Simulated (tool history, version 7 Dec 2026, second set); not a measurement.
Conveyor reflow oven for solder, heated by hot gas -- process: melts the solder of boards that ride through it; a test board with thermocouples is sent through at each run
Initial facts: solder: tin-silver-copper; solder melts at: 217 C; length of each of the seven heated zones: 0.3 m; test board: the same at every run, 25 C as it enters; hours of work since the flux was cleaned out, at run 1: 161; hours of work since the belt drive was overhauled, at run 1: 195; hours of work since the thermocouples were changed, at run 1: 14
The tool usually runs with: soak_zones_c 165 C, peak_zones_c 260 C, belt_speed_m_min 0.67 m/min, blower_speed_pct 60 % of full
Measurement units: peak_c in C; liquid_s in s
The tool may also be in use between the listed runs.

run   hour  soak_zones_c  peak_zones_c  belt_speed_m_min  blower_speed_pct  hours of work since the flux was cleaned out  hours of work since the belt drive was overhauled  hours of work since the thermocouples were changed  peak_c  liquid_s
  1      0           165           260              0.67                60                                           161                                                195                                                  14     245      34.2
      70.4  -- flux residue cleaned out of gas plates and filters
  2   83.5           165           260              0.67                60                                             6                                                229                                                  48     245      34.5
  3  154.6           165           260              0.67                60                                            36                                                259                                                  79   244.8      35.1
  4  230.5           165           260              0.67                60                                            69                                                292                                                 112   243.7      35.5
  5  284.9           165           260              0.67                60                                            93                                                316                                                 135   245.5      34.2
  6  357.3           176           260              0.67                60                                           124                                                347                                                 167   247.7      38.2
  7  391.3           165           260              0.67                81                                           139                                                362                                                 181   248.8      37.3
  8  440.9           165           260              0.67                81                                           160                                                383                                                 203   248.8      36.5
     517.9  -- flux residue cleaned out of gas plates and filters
  9  524.9           165           260              0.67                81                                             3                                                417                                                 237   249.1      37.9
 10    604           165           248              0.67                59                                            37                                                452                                                 271   234.4      26.5
 11  669.1           175           259              0.67                60                                            65                                                480                                                 299   246.1        38
 12    739           175           259              0.67                60                                            96                                                510                                                 329   246.3      37.1
 13  794.2           156           255              0.69                60                                           119                                                534                                                 353   238.9      27.1
 14    868           176           267             0.758                60                                           151                                                566                                                 385   249.5      34.3
 15  902.2           176           267             0.758                60                                           166                                                580                                                 400     250      34.1

Predict each of these 5 candidate next runs independently; none follows another, all start after run 15:
  A  950.1           173           269             0.758                66                                           187                                                601                                                 421       ?         ?
  B  950.1           176           270             0.758                65                                           187                                                601                                                 421       ?         ?
  C  950.1           163           267             0.758                62                                           187                                                601                                                 421       ?         ?
  D  950.1           180           260             0.752                60                                           187                                                601                                                 421       ?         ?
  E  950.1           174           250              0.67                78                                           187                                                601                                                 421       ?         ?

run  peak_c  liquid_s
  A   251.6      35.2
  B   253.5      36.2
  C   246.7      30.3
  D   244.8      32.8
  E   239.7      34.8
The same runs, with their run-to-run variation unchanged, on a tool lacking any hidden condition would have given:
run  peak_c  liquid_s
  A   251.7      35.2
  B   253.6      36.2
  C   246.9      30.4
  D   244.9      32.8
  E   239.8      34.8
